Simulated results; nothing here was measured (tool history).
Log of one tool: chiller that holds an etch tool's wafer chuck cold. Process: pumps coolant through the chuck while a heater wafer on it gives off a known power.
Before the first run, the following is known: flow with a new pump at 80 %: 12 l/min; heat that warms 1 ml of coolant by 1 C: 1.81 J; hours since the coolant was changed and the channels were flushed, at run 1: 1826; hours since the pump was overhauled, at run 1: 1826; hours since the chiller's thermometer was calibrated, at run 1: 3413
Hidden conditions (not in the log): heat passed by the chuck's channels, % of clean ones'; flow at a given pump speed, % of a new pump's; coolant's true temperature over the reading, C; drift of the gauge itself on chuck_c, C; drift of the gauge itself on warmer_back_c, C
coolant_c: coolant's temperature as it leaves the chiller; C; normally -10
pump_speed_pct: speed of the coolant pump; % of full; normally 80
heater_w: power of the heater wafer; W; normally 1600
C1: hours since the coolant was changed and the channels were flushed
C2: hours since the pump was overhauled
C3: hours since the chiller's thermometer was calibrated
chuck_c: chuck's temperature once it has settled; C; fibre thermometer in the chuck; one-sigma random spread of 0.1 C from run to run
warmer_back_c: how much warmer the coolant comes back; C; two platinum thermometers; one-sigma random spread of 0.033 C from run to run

Run 1, hour 0: usual settings; C1 1826; C2 1826; C3 3413. Result: chuck_c 5.5 C, warmer_back_c 4.58 C.
Run 2, hour 117.2: usual settings; C1 1943; C2 1943; C3 3530. Result: chuck_c 5.4 C, warmer_back_c 4.65 C.
Run 3, hour 286.8: usual settings; C1 2113; C2 2113; C3 3699. Result: chuck_c 5.8 C, warmer_back_c 4.62 C.
Run 4, hour 509.5: usual settings; C1 2336; C2 2336; C3 3922. Result: chuck_c 5.7 C, warmer_back_c 4.64 C.
Run 5, hour 744.3: usual settings; C1 2570; C2 2570; C3 4157. Result: chuck_c 5.9 C, warmer_back_c 4.69 C.
Run 6, hour 937.9: usual settings; C1 2764; C2 2764; C3 4351. Result: chuck_c 6.2 C, warmer_back_c 4.75 C.
Run 7, hour 1051.1: usual settings; C1 2877; C2 2877; C3 4464. Result: chuck_c 6.1 C, warmer_back_c 4.69 C.
Run 8, hour 1230.1: usual settings; C1 3056; C2 3056; C3 4643. Result: chuck_c 6.4 C, warmer_back_c 4.71 C.
Run 9, hour 1345.4: usual settings but pump_speed_pct 70 % of full; C1 3171; C2 3171; C3 4758. Result: chuck_c 8.4 C, warmer_back_c 5.46 C.
At hour 1434.3: coolant changed, channels flushed.
Run 10, hour 1534.2: usual settings but pump_speed_pct 70 % of full; C1 100; C2 3354; C3 4941. Result: chuck_c 7.3 C, warmer_back_c 5.46 C.
Run 11, hour 1688.2: usual settings but pump_speed_pct 70 % of full; C1 254; C2 3508; C3 5095. Result: chuck_c 7.6 C, warmer_back_c 5.51 C.
Run 12, hour 1879.7: usual settings but pump_speed_pct 70 % of full; C1 445; C2 3700; C3 5286. Result: chuck_c 7.7 C, warmer_back_c 5.56 C.
At hour 1891.6: chiller's thermometer calibrated.
Run 13, hour 2087.1: usual settings but pump_speed_pct 70 % of full; C1 652; C2 3906; C3 196. Result: chuck_c 6.8 C, warmer_back_c 5.57 C.
Run 14, hour 2287.2: usual settings; C1 852; C2 4106; C3 396. Result: chuck_c 5 C, warmer_back_c 4.85 C.
Run 15, hour 2392.9: usual settings; C1 958; C2 4212; C3 501. Result: chuck_c 5 C, warmer_back_c 4.9 C.
Run 16, hour 2552.6: usual settings; C1 1117; C2 4372; C3 661. Result: chuck_c 5.3 C, warmer_back_c 4.83 C.
Run 17, hour 2666: usual settings but coolant_c -3 C, pump_speed_pct 96 % of full; C1 1231; C2 4485; C3 774. Result: chuck_c 10 C, warmer_back_c 4.07 C.
Run 18, hour 2773: usual settings but coolant_c -13 C, pump_speed_pct 60 % of full; C1 1338; C2 4592; C3 881. Result: chuck_c 7.2 C, warmer_back_c 6.61 C.
Run 19, hour 2910.6: usual settings but coolant_c -20 C, pump_speed_pct 60 % of full; C1 1475; C2 4730; C3 1019. Result: chuck_c -0.1 C, warmer_back_c 6.68 C.
Run 20, hour 3129.5: usual settings but pump_speed_pct 88 % of full, heater_w 965 W; C1 1694; C2 4948; C3 1238. Result: chuck_c -1.2 C, warmer_back_c 2.68 C.
Run 21, hour 3351: usual settings but coolant_c -4 C; C1 1916; C2 5170; C3 1459. Result: chuck_c 12.1 C, warmer_back_c 4.96 C.
Run 22, hour 3486.1: usual settings but coolant_c -16 C, pump_speed_pct 78 % of full; C1 2051; C2 5305; C3 1595. Result: chuck_c 0.7 C, warmer_back_c 5.1 C.
Run 23, hour 3720.8: usual settings but coolant_c -16 C, pump_speed_pct 78 % of full; C1 2285; C2 5540; C3 1829. Result: chuck_c 0.7 C, warmer_back_c 5.14 C.
Run 24, hour 3931.1: usual settings but coolant_c -4 C, pump_speed_pct 67 % of full, heater_w 1031 W; C1 2496; C2 5750; C3 2040. Result: chuck_c 8.4 C, warmer_back_c 3.93 C.
Run 25, hour 4089.8: usual settings but coolant_c -1 C, pump_speed_pct 71 % of full, heater_w 952 W; C1 2654; C2 5909; C3 2198. Result: chuck_c 10.3 C, warmer_back_c 3.34 C.
Run 26, hour 4209.4: usual settings but coolant_c -6 C, pump_speed_pct 77 % of full, heater_w 1176 W; C1 2774; C2 6028; C3 2318. Result: chuck_c 7 C, warmer_back_c 3.89 C.
Run 27, hour 4358.5: usual settings but coolant_c 0 C, pump_speed_pct 70 % of full; C1 2923; C2 6178; C3 2467. Result: chuck_c 19 C, warmer_back_c 5.88 C.
Run 28, hour 4585.6: usual settings but coolant_c -2 C, pump_speed_pct 66 % of full, heater_w 1388 W; C1 3150; C2 6405; C3 2694. Result: chuck_c 15.7 C, warmer_back_c 5.44 C.
At hour 4693.9: coolant changed, channels flushed.
Run 29, hour 4700.9: usual settings but coolant_c -19 C, pump_speed_pct 62 % of full, heater_w 1074 W; C1 7; C2 6514; C3 2803. Result: chuck_c -5.7 C, warmer_back_c 4.5 C.
Run 30, hour 4865.1: usual settings but coolant_c -19 C, pump_speed_pct 62 % of full, heater_w 1074 W; C1 171; C2 6678; C3 2968. Result: chuck_c -5.4 C, warmer_back_c 4.5 C.
At hour 4906.2: coolant pump overhauled.
Run 31, hour 5060.9: usual settings but heater_w 986 W; C1 362; C2 155; C3 3158. Result: chuck_c -1.2 C, warmer_back_c 2.75 C.

For some of the steps in chuck_c from one run to the next: how much would appear even if the tool had no hidden state, given the settings, what came in and random variation, and how much remains for the hidden state plus any gauge scatter that the measured result and the result without hidden state don't share?
Run 19 -> 20: coolant_c -20 -> -10, pump_speed_pct 60 -> 88, heater_w 1600 -> 965. chuck_c -1.1 C: hidden state -1.2, all else +0.1.
Run 20 -> 21: coolant_c -10 -> -4, pump_speed_pct 88 -> 80, heater_w 965 -> 1600. chuck_c +13.3 C: hidden state +1.1, all else +12.2.
Run 26 -> 27: coolant_c -6 -> 0, pump_speed_pct 77 -> 70, heater_w 1176 -> 1600. chuck_c +12 C: hidden state +1.2, all else +10.8.
Run 28 -> 29: coolant_c -2 -> -19, pump_speed_pct 66 -> 62, heater_w 1388 -> 1074, coolant changed, channels flushed. chuck_c -21.4 C: hidden state -1.6, all else -19.8.
Run 30 -> 31: coolant_c -19 -> -10, pump_speed_pct 62 -> 80, heater_w 1074 -> 986, coolant pump overhauled. chuck_c +4.2 C: hidden state -1.6, all else +5.8.
